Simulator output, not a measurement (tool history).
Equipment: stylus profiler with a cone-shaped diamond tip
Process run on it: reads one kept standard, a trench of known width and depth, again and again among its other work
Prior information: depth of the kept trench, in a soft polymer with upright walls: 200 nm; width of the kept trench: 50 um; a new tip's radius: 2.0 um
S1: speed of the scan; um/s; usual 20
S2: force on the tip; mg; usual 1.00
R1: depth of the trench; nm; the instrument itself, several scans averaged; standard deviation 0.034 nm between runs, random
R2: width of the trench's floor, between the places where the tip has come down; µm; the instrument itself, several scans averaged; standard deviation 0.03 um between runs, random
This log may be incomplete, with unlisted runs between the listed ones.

| run | hour | S1 | S2 | R1 | R2 |
|---|---|---|---|---|---|
| 1 | 0.0 | 20 | 1.00 | 200.56 | 48.13 |
| 2 | 9.4 | 20 | 1.00 | 200.60 | 48.17 |
| 3 | 18.7 | 20 | 1.00 | 200.60 | 48.11 |
| 4 | 26.2 | 20 | 1.00 | 200.55 | 48.15 |
| 5 | 34.5 | 20 | 1.00 | 200.58 | 48.08 |
| 6 | 48.2 | 20 | 1.00 | 200.59 | 48.11 |
| 7 | 56.7 | 20 | 1.00 | 200.62 | 48.12 |
| 8 | 69.9 | 20 | 1.00 | 200.61 | 48.15 |
| 9 | 86.1 | 17 | 1.00 | 200.56 | 48.10 |
| 10 | 98.8 | 17 | 1.00 | 200.62 | 48.11 |
| 11 | 112.8 | 17 | 1.00 | 200.63 | 48.09 |
| 12 | 123.2 | 17 | 1.00 | 200.59 | 48.12 |
| 13 | 131.4 | 17 | 2.64 | 201.14 | 48.11 |
| 14 | 139.1 | 17 | 2.64 | 201.15 | 48.06 |
| 15 | 148.4 | 17 | 2.64 | 201.12 | 48.10 |
| 16 | 162.7 | 17 | 1.61 | 200.80 | 48.11 |
| 17 | 171.1 | 17 | 1.61 | 200.72 | 48.10 |
| 18 | 186.9 | 11 | 1.25 | 200.67 | 48.15 |
| 19 | 195.2 | 9 | 0.94 | 200.52 | 48.12 |
| 20 | 204.1 | 45 | 0.94 | 200.51 | 47.99 |
| 21 | 211.0 | 29 | 2.93 | 201.20 | 48.07 |
| 22 | 222.0 | 29 | 2.93 | 201.27 | 48.09 |
| 23 | 231.8 | 37 | 0.35 | 200.25 | 47.82 |
| 24 | 244.9 | 20 | 0.46 | 200.29 | 47.98 |
| 25 | 256.5 | 20 | 1.40 | 200.74 | 48.07 |
| 26 | 263.7 | 45 | 0.54 | 200.34 | 47.85 |
| 27 | 274.4 | 45 | 0.54 | 200.33 | 47.88 |
| 28 | 282.0 | 14 | 0.43 | 200.32 | 48.00 |
| 29 | 291.3 | 15 | 0.77 | 200.44 | 48.03 |
| 30 | 298.0 | 6 | 0.80 | 200.47 | 48.10 |
| 31 | 312.7 | 11 | 0.67 | 200.36 | 48.08 |
| 32 | 326.2 | 9 | 1.23 | 200.61 | 48.07 |

Pick out some run-to-run changes in R1. Of each, how much would a tool without hidden state show as well, from the settings, what came in and chance, and how much is left for the hidden state and any gauge scatter not in both results compared?
Unlogged tool condition in this case: radius of the tip, um; height scale over the true one, %; drift of the gauge itself on depth_nm, %; drift of the gauge itself on floor_um, %.
Run 2 -> 3: settings left as they were, no log entry in between. R1 +0.00 nm: hidden state -0.01, all else +0.01.
Run 4 -> 5: settings left as they were, no log entry in between. R1 +0.03 nm: hidden state +0.01, all else +0.02.
Run 5 -> 6: settings left as they were, no log entry in between. R1 +0.01 nm: hidden state -0.01, all else +0.02.
Run 12 -> 13: S2 1.00 -> 2.64. R1 +0.55 nm: hidden state +0.00, all else +0.55.
Run 20 -> 21: S1 45 -> 29, S2 0.94 -> 2.93. R1 +0.69 nm: hidden state -0.01, all else +0.70.
Run 22 -> 23: S1 29 -> 37, S2 2.93 -> 0.35. R1 -1.02 nm: hidden state +0.00, all else -1.02.

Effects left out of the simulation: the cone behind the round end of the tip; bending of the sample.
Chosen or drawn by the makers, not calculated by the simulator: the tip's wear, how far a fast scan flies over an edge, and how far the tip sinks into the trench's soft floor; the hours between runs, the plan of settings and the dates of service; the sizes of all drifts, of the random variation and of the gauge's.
